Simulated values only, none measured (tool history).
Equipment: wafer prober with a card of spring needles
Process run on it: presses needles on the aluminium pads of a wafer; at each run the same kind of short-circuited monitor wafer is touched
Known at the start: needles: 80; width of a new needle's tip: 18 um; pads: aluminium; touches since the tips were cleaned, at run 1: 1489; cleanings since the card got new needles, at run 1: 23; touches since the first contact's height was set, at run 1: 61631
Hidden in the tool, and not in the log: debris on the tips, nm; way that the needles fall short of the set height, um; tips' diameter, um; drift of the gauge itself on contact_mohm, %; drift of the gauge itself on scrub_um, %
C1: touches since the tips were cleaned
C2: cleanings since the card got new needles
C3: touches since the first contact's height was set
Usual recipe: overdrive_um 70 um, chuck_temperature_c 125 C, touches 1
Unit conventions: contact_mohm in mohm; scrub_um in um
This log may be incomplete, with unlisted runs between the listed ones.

Run 1, hour 0: usual settings; C1 1489; C2 23; C3 61631. Result: contact_mohm 231 mohm, scrub_um 14.08 um.
Run 2, hour 26.9: usual settings; C1 5962; C2 23; C3 66104. Result: contact_mohm 312 mohm, scrub_um 14.21 um.
At hour 45.8: tips cleaned on abrasive film.
Run 3, hour 59.9: usual settings but overdrive_um 90 um; C1 2341; C2 24; C3 71582. Result: contact_mohm 217 mohm, scrub_um 18.35 um.
Run 4, hour 87.6: usual settings but overdrive_um 90 um; C1 6950; C2 24; C3 76191. Result: contact_mohm 263 mohm, scrub_um 18.41 um.
At hour 100.2: tips cleaned on abrasive film.
Run 5, hour 119.2: usual settings but overdrive_um 90 um; C1 3168; C2 25; C3 81448. Result: contact_mohm 238 mohm, scrub_um 18.37 um.
At hour 154.4: tips cleaned on abrasive film.
Run 6, hour 161.5: usual settings but overdrive_um 90 um; C1 1180; C2 26; C3 88468. Result: contact_mohm 200 mohm, scrub_um 18.19 um.
Run 7, hour 201.7: usual settings but overdrive_um 90 um; C1 7876; C2 26; C3 95164. Result: contact_mohm 273 mohm, scrub_um 18.25 um.
At hour 209.4: tips cleaned on abrasive film.
Run 8, hour 240.8: usual settings but overdrive_um 76 um; C1 5220; C2 27; C3 101652. Result: contact_mohm 292 mohm, scrub_um 15.39 um.
At hour 265.4: tips cleaned on abrasive film.
Run 9, hour 280.3: usual settings but overdrive_um 52 um; C1 2477; C2 28; C3 108216. Result: contact_mohm 330 mohm, scrub_um 10.48 um.
Run 10, hour 304.5: usual settings but overdrive_um 52 um; C1 6510; C2 28; C3 112249. Result: contact_mohm 444 mohm, scrub_um 10.31 um.
At hour 321.5: tips cleaned on abrasive film.
Run 11, hour 335.5: usual settings but overdrive_um 52 um; C1 2344; C2 29; C3 117399. Result: contact_mohm 334 mohm, scrub_um 10.32 um.
At hour 375.4: tips cleaned on abrasive film.
Run 12, hour 381.8: usual settings but overdrive_um 52 um; C1 1064; C2 30; C3 125089. Result: contact_mohm 280 mohm, scrub_um 10.39 um.
Run 13, hour 411.4: usual settings but overdrive_um 52 um; C1 5982; C2 30; C3 130007. Result: contact_mohm 434 mohm, scrub_um 10.44 um.
At hour 431.3: tips cleaned on abrasive film.
Run 14, hour 459.4: usual settings but overdrive_um 84 um; C1 4679; C2 31; C3 137994. Result: contact_mohm 264 mohm, scrub_um 16.98 um.
At hour 485.4: tips cleaned on abrasive film.
Run 15, hour 502.4: usual settings but overdrive_um 74 um, chuck_temperature_c 31 C, touches 3; C1 2822; C2 32; C3 145129. Result: contact_mohm 192 mohm, scrub_um 14.94 um.
Run 16, hour 528.6: usual settings but overdrive_um 74 um, chuck_temperature_c 31 C, touches 3; C1 7185; C2 32; C3 149492. Result: contact_mohm 222 mohm, scrub_um 14.89 um.
At hour 541.4: tips cleaned on abrasive film.
Run 17, hour 562.2: usual settings but overdrive_um 71 um, touches 2; C1 3465; C2 33; C3 155073. Result: contact_mohm 243 mohm, scrub_um 14.15 um.
At hour 595.4: tips cleaned on abrasive film.
Run 18, hour 603.1: usual settings but overdrive_um 71 um, touches 2; C1 1280; C2 34; C3 161863. Result: contact_mohm 215 mohm, scrub_um 14.31 um.
At hour 630.9: height of the first contact set anew.
Run 19, hour 643.2: usual settings but overdrive_um 86 um; C1 7898; C2 34; C3 2037. Result: contact_mohm 281 mohm, scrub_um 17.84 um.

The next listed run, before its measurement:
At hour 651.6: tips cleaned on abrasive film.
Run 20, hour 676: usual settings but overdrive_um 86 um; C1 4060; C2 35; C3 7493. Result: contact_mohm ?, scrub_um ?.

{"run 20": {"contact_mohm": 252, "scrub_um": 17.84}}
Were there no unlogged condition in the tool, this run, its random variation unchanged, would have produced contact_mohm 173 mohm, scrub_um 17.86 um.

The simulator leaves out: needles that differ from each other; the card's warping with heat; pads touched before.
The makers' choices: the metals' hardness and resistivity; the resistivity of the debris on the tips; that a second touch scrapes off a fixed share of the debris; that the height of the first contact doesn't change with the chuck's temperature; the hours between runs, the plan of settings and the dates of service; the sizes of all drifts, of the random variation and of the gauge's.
